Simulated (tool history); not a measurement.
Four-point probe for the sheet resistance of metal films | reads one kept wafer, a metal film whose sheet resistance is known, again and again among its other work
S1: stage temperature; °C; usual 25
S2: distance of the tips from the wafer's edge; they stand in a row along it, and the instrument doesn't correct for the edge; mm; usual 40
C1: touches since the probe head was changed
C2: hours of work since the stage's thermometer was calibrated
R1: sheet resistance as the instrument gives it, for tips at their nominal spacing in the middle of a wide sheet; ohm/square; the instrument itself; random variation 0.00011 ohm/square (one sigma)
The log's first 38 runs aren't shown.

{"run": 39, "hour": 512.7, "S1": 26, "S2": 48, "C1": 28990, "C2": 79, "R1": 0.568466}
{"run": 40, "hour": 522.2, "S1": 26, "S2": 48, "C1": 29352, "C2": 85, "R1": 0.568701}
{"run": 41, "hour": 537.1, "S1": 29, "S2": 24, "C1": 29921, "C2": 93, "R1": 0.569459}
{"run": 42, "hour": 552.6, "S1": 31, "S2": 31, "C1": 30513, "C2": 102, "R1": 0.568806}
{"run": 43, "hour": 562.8, "S1": 31, "S2": 31, "C1": 30900, "C2": 107, "R1": 0.568857}
{"run": 44, "hour": 582.2, "S1": 20, "S2": 9, "C1": 31641, "C2": 118, "R1": 0.574974}
{"run": 45, "hour": 594.4, "S1": 25, "S2": 15, "C1": 32106, "C2": 125, "R1": 0.570876}
{"run": 46, "hour": 612.0, "S1": 19, "S2": 9, "C1": 32777, "C2": 135, "R1": 0.574837}

3 ways to go on from here, each from the tool as it stands after run 46. What would each give?
{"run": "A", "hour": 625.9, "S1": 25, "S2": 25, "C1": 33307, "C2": 143, "R1": "?"}
{"run": "B", "hour": 625.9, "S1": 29, "S2": 5, "C1": 33307, "C2": 143, "R1": "?"}
{"run": "C", "hour": 625.9, "S1": 25, "S2": 35, "C1": 33307, "C2": 143, "R1": "?"}

run=A R1=0.569441
run=B R1=0.587591
run=C R1=0.569190
Without the tool's hidden state the same runs would have given:
run=A R1=0.569112
run=B R1=0.587252
run=C R1=0.568861
